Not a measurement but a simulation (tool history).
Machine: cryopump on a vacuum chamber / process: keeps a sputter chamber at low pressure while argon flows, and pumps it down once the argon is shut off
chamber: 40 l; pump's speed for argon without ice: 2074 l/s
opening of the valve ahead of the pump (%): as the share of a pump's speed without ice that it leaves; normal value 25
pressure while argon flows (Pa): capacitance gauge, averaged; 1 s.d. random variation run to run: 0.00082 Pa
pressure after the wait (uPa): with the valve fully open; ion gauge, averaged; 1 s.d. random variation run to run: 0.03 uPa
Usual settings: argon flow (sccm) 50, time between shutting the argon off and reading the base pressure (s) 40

run,hour,argon flow (sccm),time between shutting the argon off and reading the base pressure (s),opening of the valve ahead of the pump (%),pressure while argon flows (Pa),pressure after the wait (uPa)
1,0,50,40,25,0.1685,1.81
2,29.5,50,40,25,0.1698,1.77
3,73.1,50,113,25,0.1695,0.98
4,94.6,50,113,25,0.1695,0.99
5,131.9,50,40,16,0.2631,1.85
6,182.3,50,40,26,0.164,1.89
7,233.4,50,40,26,0.1645,1.88
8,271.1,50,63,25,0.1721,1.44
9,299.8,50,40,25,0.1709,1.93
10,349.9,50,40,25,0.1709,1.87
11,399.8,50,40,25,0.1743,1.92
12,438.3,50,139,25,0.1739,1.02
13,477.7,50,139,25,0.176,0.97
14,527.9,78,114,25,0.2735,1.02
15,562.3,78,114,38,0.1889,1.1
16,590.5,50,47,42,0.1112,1.83
17,635,50,47,42,0.1117,1.84
18,685.9,50,47,42,0.1125,1.79
19,715.3,59,40,55,0.1058,2.01
20,755.1,50,20,21,0.2099,3.44
21,788.3,50,160,42,0.1151,1.06
22,815.4,76,160,50,0.1497,1.06
23,862.6,50,169,16,0.2708,1.09
# hour 878.6: pump warmed up, emptied and cooled again
24,896.4,50,169,16,0.2554,0.82
25,936.2,50,169,16,0.2539,0.84
26,981.5,50,169,16,0.2582,0.83

For some of the steps in pressure while argon flows (Pa) from one run to the next: how much would appear even if the tool had no hidden state, given the settings, what came in and random variation, and how much remains for the hidden state plus any gauge scatter that the measured result and the result without hidden state don't share?
What the log doesn't record here: pump's speed, % of a pump's without ice; cold plate's temperature, K; leak into the chamber, uPa l/s; drift of the gauge itself on working_pa, %; drift of the gauge itself on base_upa, %.
Run 19 -> 20: argon flow (sccm) 59 -> 50, time between shutting the argon off and reading the base pressure (s) 40 -> 20, opening of the valve ahead of the pump (%) 55 -> 21. pressure while argon flows (Pa) +0.1041: hidden state -0.0022, all else +0.1063.
Run 21 -> 22: argon flow (sccm) 50 -> 76, opening of the valve ahead of the pump (%) 42 -> 50. pressure while argon flows (Pa) +0.0346: hidden state +0.0096, all else +0.025.
Run 22 -> 23: argon flow (sccm) 76 -> 50, time between shutting the argon off and reading the base pressure (s) 160 -> 169, opening of the valve ahead of the pump (%) 50 -> 16. pressure while argon flows (Pa) +0.1211: hidden state -0.0083, all else +0.1294.
Run 23 -> 24: pump warmed up, emptied and cooled again. pressure while argon flows (Pa) -0.0154: hidden state -0.018, all else +0.0026.
